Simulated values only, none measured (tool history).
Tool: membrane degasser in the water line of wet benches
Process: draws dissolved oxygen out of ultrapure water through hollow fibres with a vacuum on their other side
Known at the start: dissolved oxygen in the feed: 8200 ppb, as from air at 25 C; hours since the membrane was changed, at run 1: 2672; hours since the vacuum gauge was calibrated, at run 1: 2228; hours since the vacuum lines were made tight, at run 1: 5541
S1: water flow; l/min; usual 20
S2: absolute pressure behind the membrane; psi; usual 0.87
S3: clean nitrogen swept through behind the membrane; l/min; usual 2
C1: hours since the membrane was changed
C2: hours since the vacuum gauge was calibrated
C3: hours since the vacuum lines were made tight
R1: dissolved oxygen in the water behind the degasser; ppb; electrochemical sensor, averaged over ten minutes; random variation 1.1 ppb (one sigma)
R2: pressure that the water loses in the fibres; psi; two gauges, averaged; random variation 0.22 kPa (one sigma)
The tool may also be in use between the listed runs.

Run 1, hour 0: usual settings; C1 2672; C2 2228; C3 5541. Result: R1 114 ppb, R2 8.232 psi.
Run 2, hour 87: usual settings; C1 2759; C2 2315; C3 5628. Result: R1 115.7 ppb, R2 8.205 psi.
Run 3, hour 183.8: usual settings; C1 2856; C2 2412; C3 5725. Result: R1 114.4 ppb, R2 8.279 psi.
Run 4, hour 238.4: usual settings but S1 27 l/min; C1 2911; C2 2467; C3 5779. Result: R1 181.3 ppb, R2 11.124 psi.
Run 5, hour 355.8: usual settings but S1 27 l/min; C1 3028; C2 2584; C3 5897. Result: R1 178.8 ppb, R2 11.168 psi.
Run 6, hour 477.1: usual settings; C1 3149; C2 2705; C3 6018. Result: R1 113.9 ppb, R2 8.196 psi.
Run 7, hour 593.8: usual settings; C1 3266; C2 2822; C3 6135. Result: R1 116.3 ppb, R2 8.321 psi.
Run 8, hour 703.7: usual settings but S2 1.098 psi; C1 3376; C2 2932; C3 6245. Result: R1 153.4 ppb, R2 8.289 psi.
Run 9, hour 782.1: usual settings but S2 1.098 psi; C1 3454; C2 3010; C3 6323. Result: R1 154.4 ppb, R2 8.321 psi.
Run 10, hour 878.8: usual settings but S2 1.098 psi; C1 3551; C2 3107; C3 6420. Result: R1 152.4 ppb, R2 8.298 psi.
Run 11, hour 987.3: usual settings but S3 0.86 l/min; C1 3660; C2 3215; C3 6528. Result: R1 197.7 ppb, R2 8.334 psi.
Run 12, hour 1068.8: usual settings but S3 0.86 l/min; C1 3741; C2 3297; C3 6610. Result: R1 196.1 ppb, R2 8.335 psi.
At hour 1129.2: seals of the vacuum lines changed.
Run 13, hour 1179.8: usual settings but S3 0.86 l/min; C1 3850; C2 3406; C3 51. Result: R1 199 ppb, R2 8.35 psi.
At hour 1187.2: vacuum gauge calibrated.
Run 14, hour 1291.6: usual settings but S3 0.86 l/min; C1 3961; C2 104; C3 162. Result: R1 203.5 ppb, R2 8.359 psi.
Run 15, hour 1400: usual settings but S1 21 l/min, S2 1.372 psi, S3 5.84 l/min; C1 4070; C2 213; C3 270. Result: R1 109.5 ppb, R2 8.749 psi.
Run 16, hour 1503.2: usual settings but S1 17 l/min, S2 1.93 psi; C1 4173; C2 316; C3 373. Result: R1 236.4 ppb, R2 7.105 psi.
Run 17, hour 1567.9: usual settings but S1 17 l/min, S2 1.93 psi; C1 4238; C2 381; C3 438. Result: R1 234.7 ppb, R2 7.114 psi.
Run 18, hour 1618.7: usual settings but S1 31 l/min, S2 1.872 psi, S3 0.95 l/min; C1 4289; C2 432; C3 489. Result: R1 747 ppb, R2 12.985 psi.
Run 19, hour 1706.6: usual settings but S1 12 l/min, S2 1.957 psi, S3 2.11 l/min; C1 4376; C2 519; C3 577. Result: R1 154.6 ppb, R2 4.997 psi.
Run 20, hour 1760.7: usual settings but S1 29 l/min, S2 1.957 psi, S3 3.28 l/min; C1 4431; C2 574; C3 631. Result: R1 319.6 ppb, R2 12.153 psi.
At hour 1831.1: vacuum gauge calibrated, once more.
Run 21, hour 1837: usual settings but S3 1.96 l/min; C1 4506; C2 6; C3 707. Result: R1 114 ppb, R2 8.36 psi.
Run 22, hour 1931.2: usual settings but S2 1.769 psi, S3 1.13 l/min; C1 4600; C2 100; C3 801. Result: R1 389.6 ppb, R2 8.437 psi.
Run 23, hour 2035.5: usual settings but S1 23 l/min, S2 1.82 psi, S3 2.28 l/min; C1 4705; C2 204; C3 905. Result: R1 279.4 ppb, R2 9.71 psi.
Run 24, hour 2130.7: usual settings but S1 23 l/min, S2 1.82 psi, S3 2.28 l/min; C1 4800; C2 300; C3 1000. Result: R1 279.5 ppb, R2 9.651 psi.
Run 25, hour 2233.4: usual settings but S1 22 l/min, S2 1.094 psi, S3 2.1 l/min; C1 4903; C2 402; C3 1103. Result: R1 164.7 ppb, R2 9.245 psi.
Run 26, hour 2339.9: usual settings but S1 28 l/min, S2 1.128 psi, S3 3.34 l/min; C1 5009; C2 509; C3 1210. Result: R1 193.7 ppb, R2 11.779 psi.
Run 27, hour 2434.4: usual settings but S1 28 l/min, S2 1.128 psi, S3 3.34 l/min; C1 5104; C2 603; C3 1304. Result: R1 192.2 ppb, R2 11.77 psi.

Forecast each of these 4 alternatives for the next run:
Run A, hour 2546.7: usual settings but S1 17 l/min, S2 1.925 psi, S3 3.07 l/min; C1 5216; C2 716; C3 1416. Result: R1 ?, R2 ?.
Run B, hour 2546.7: usual settings but S1 28 l/min, S2 0.962 psi, S3 0.96 l/min; C1 5216; C2 716; C3 1416. Result: R1 ?, R2 ?.
Run C, hour 2546.7: usual settings but S2 1.474 psi, S3 4.82 l/min; C1 5216; C2 716; C3 1416. Result: R1 ?, R2 ?.
Run D, hour 2546.7: usual settings but S2 0.882 psi, S3 1.59 l/min; C1 5216; C2 716; C3 1416. Result: R1 ?, R2 ?.

run     R1      R2
  A  163.3   7.166
  B    311  11.768
  C  117.8   8.414
  D  133.3   8.367
Without the tool's hidden state the same runs would have given:
run     R1     R2
  A  156.2  6.882
  B  292.1   11.3
  C  108.2  8.079
  D  122.9  8.035
